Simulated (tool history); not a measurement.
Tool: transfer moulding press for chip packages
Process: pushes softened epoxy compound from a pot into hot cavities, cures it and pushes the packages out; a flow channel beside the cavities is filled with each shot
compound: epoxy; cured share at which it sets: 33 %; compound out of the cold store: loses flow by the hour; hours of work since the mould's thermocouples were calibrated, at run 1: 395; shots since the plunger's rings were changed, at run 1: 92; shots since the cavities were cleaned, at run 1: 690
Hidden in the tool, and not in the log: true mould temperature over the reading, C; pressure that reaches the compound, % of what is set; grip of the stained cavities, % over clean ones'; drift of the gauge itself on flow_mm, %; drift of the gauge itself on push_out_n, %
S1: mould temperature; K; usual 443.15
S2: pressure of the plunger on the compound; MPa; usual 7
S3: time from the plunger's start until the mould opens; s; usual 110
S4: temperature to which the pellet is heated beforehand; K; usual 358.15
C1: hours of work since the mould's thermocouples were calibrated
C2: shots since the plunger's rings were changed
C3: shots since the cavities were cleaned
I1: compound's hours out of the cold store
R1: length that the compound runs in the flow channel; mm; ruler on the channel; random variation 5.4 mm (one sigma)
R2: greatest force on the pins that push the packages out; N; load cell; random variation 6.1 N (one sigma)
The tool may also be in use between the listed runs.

run     day      S1    S2   S3      S4   C1    C2    C3    I1   R1   R2
  1       0  443.15     7  110  358.15  395    92   690  28.6  919  362
  2   1.983  443.15     7  110  358.15  420   491  1089  25.5  927  368
      2.583  -- cavities cleaned with cleaning compound and waxed
  3   3.133  443.15     7  110  358.15  434   709   110  41.9  853  272
  4    5.25  443.15     7  110  358.15  462  1135   536    11  995  370
  5   7.488  443.15     7  110  358.15  491  1585   986  17.9  945  388
       8.65  -- cavities cleaned with cleaning compound and waxed
  6   9.842  446.15     7  110  358.15  520  2046   240  22.6  899  267
  7  10.904  446.15     7  110  358.15  534  2260   454  38.1  818  301
  8  13.446  446.15     7  110  358.15  567  2771   965  47.3  775  323
      14.85  -- cavities cleaned with cleaning compound and waxed
  9  15.171  446.15     7  110  358.15  588  3105    64  10.8  949  252
 10  17.254  443.15     7  110  358.15  615  3525   484  18.7  924  390
 11  18.992  443.15     7  110  358.15  637  3874   833  13.9  931  416
 12    20.2  443.15     7  110  366.15  653  4117  1076  16.3  912  386
     21.042  -- mould's thermocouples calibrated
     21.104  -- cavities cleaned with cleaning compound and waxed
 13  22.738  443.15     7  110  366.15   21  4598   329  35.4  805  305
 14  24.317  443.15     7  110  358.15   41  4915   646  17.4  899  379
 15  25.612  443.15     7  110  358.15   58  5176   907  26.4  842  372
     26.967  -- plunger's sealing rings changed
     27.312  -- cavities cleaned with cleaning compound and waxed
 16  27.342  443.15     7   98  358.15   78    63     6  42.3  850  291
 17  28.529  445.15  5.78  115  357.15   94   301   244  40.8  779  266
 18  30.267  443.15   6.2  131  358.15  116   651   594  23.1  892  302
 19   31.65  436.15  6.86  133  360.15  134   929   872  21.3  963  381
     33.492  -- cavities cleaned with cleaning compound and waxed
 20  33.712  443.15     7  110  361.15  160  1331    44  26.5  912  260
 21  36.208  443.15  8.77  110  353.15  192  1833   546  38.7  945  349
 22  38.408  444.15  7.38  106  356.15  220  2275   988  21.3  944  400
     39.588  -- cavities cleaned with cleaning compound and waxed
 23  40.692  447.15     7  121  350.15  249  2722   222    25  881  247
 24  43.221  443.15  7.86  121  358.15  281  3231   731  37.2  894  312
 25  45.342  447.15  6.29  121  365.15  309  3658  1158  36.8  756  296
     45.612  -- cavities cleaned with cleaning compound and waxed
 26  46.508  447.15  6.29  121  365.15  323  3879   179  41.8  745  232
 27  48.412  447.15  6.29  121  365.15  348  4262   562  30.3  791  283

Some steps in R1 between neighbouring runs. How much of each would the tool show without its hidden state too (settings, what came in, random variation), and how much is left for the hidden state, with any gauge scatter that isn't in both results?
Run 3 -> 4: no setting changed, nothing entered. R1 +142 mm: hidden state -10, all else +152.
Run 8 -> 9: cavities cleaned with cleaning compound and waxed. R1 +174 mm: hidden state -13, all else +187.
Run 13 -> 14: S4 366.15 -> 358.15. R1 +94 mm: hidden state -14, all else +108.
Run 15 -> 16: S3 110 -> 98, plunger's sealing rings changed, cavities cleaned with cleaning compound and waxed. R1 +8 mm: hidden state +84, all else -76.
